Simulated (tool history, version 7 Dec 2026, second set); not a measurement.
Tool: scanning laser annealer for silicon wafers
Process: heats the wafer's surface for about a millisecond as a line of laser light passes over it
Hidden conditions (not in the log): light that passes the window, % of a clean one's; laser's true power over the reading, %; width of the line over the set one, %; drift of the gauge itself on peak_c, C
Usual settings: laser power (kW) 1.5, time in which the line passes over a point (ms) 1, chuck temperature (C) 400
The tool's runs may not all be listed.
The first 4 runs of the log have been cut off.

run   hour  laser power (kW)  time in which the line passes over a point (ms)  chuck temperature (C)  hours of work since the window was cleaned  hours of work since the power meter was calibrated  hours of work since the optics were aligned  highest temperature of the surface (C)
  5   30.4               1.5                                                1                    421                                          44                                                 169                                          290                                    1144
  6   40.1               1.5                                                1                    400                                          50                                                 175                                          296                                    1122
  7   47.1               1.5                                                1                    400                                          54                                                 179                                          300                                    1119
  8   59.8               1.5                                                1                    400                                          61                                                 186                                          307                                    1115
  9   70.9               1.5                                                1                    400                                          67                                                 192                                          314                                    1120
 10   80.8               1.5                                                1                    400                                          73                                                 198                                          319                                    1121
 11   88.7               1.5                                                1                    367                                          77                                                 203                                          324                                    1088
 12   98.3             1.597                                                1                    367                                          83                                                 208                                          329                                    1143
 13  104.6             1.597                                                1                    367                                          87                                                 212                                          333                                    1139
 14  114.1             1.597                                                1                    367                                          92                                                 217                                          339                                    1137
 15  127.3             1.597                                                1                    367                                         100                                                 225                                          346                                    1144
 16  139.8               1.5                                                1                    400                                         107                                                 232                                          353                                    1122
 17  145.5               1.5                                                1                    400                                         110                                                 235                                          357                                    1121
 18  156.5               1.5                                             1.11                    400                                         116                                                 242                                          363                                    1158
 19  168.8               1.5                                             1.11                    400                                         123                                                 249                                          370                                    1161
 20  176.9               1.5                                             1.11                    400                                         128                                                 253                                          375                                    1161
 21  188.6             1.631                                             1.02                    431                                         135                                                 260                                          381                                    1234
 22  195.7             1.585                                                1                    372                                         139                                                 264                                          385                                    1140
 23  204.8             1.447                                             1.24                    404                                         144                                                 269                                          391                                    1179
 24    216               1.5                                             1.16                    417                                         151                                                 276                                          397                                    1193
 25  224.9               1.5                                                1                    431                                         156                                                 281                                          402                                    1153
 26  236.5              1.45                                              0.9                    409                                         162                                                 288                                          409                                    1060
 27    242             1.576                                             1.25                    436                                         166                                                 291                                          412                                    1297

Predict the results of run 28:
 28  247.3             1.576                                             1.25                    392                                         169                                                 294                                          415                                       ?

Run 28 gave highest temperature of the surface (C) 1256.
Had the tool carried no hidden state, the very same run would have given highest temperature of the surface (C) 1257.
